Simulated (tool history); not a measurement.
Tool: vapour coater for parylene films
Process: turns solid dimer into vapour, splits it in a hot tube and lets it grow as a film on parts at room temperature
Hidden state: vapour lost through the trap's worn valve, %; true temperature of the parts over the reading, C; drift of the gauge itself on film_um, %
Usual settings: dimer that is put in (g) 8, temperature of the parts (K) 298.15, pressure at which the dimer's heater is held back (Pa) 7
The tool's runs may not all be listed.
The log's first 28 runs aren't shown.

run,hour,dimer that is put in (g),temperature of the parts (K),pressure at which the dimer's heater is held back (Pa),hours of work since the trap's valve was overhauled,hours of work since the table's thermometer was calibrated,thickness of the film (um)
29,432.5,10,298.15,8.2,270,397,4.99
30,454.4,4,290.15,3.73,281,408,2.4
31,474.8,10,291.15,2.53,291,419,6.19
# hour 487.1: trap's valve overhauled
32,501.9,10,291.15,2.53,8,430,6.4
33,521.2,10,291.15,2.53,17,440,6.42
34,532.3,10,291.15,2.53,23,446,6.48
35,552.2,8,301.15,8.43,33,456,4.01
36,574.8,8,290.15,3.47,44,467,5.08
37,594.7,4,294.15,6.97,55,477,2.22
38,611.8,11,294.15,2.62,63,486,6.63
39,625.1,11,294.15,3.84,70,493,6.37
40,637.9,5,298.15,2.97,77,499,2.83
41,656.6,4,298.15,2.97,86,509,2.24
42,675.4,4,298.15,2.97,95,518,2.24
43,692.3,11,304.15,6.31,104,527,5.32
44,711.8,7,295.15,3.88,114,537,4.01
45,726,5,299.15,6.87,121,544,2.54
46,739.9,6,308.15,11.39,128,551,2.59
47,753.2,11,306.15,7,135,558,5.02

3 ways to go on from here, each from the tool as it stands after run 47. What would each give?
A,766.3,8,298.15,10.19,142,564,?
B,766.3,9,306.15,11.4,142,564,?
C,766.3,10,306.15,6.67,142,564,?

run,thickness of the film (um)
A,4.07
B,4.02
C,4.57
Without the tool's hidden state the same runs would have given:
run,thickness of the film (um)
A,4.14
B,4.09
C,4.65
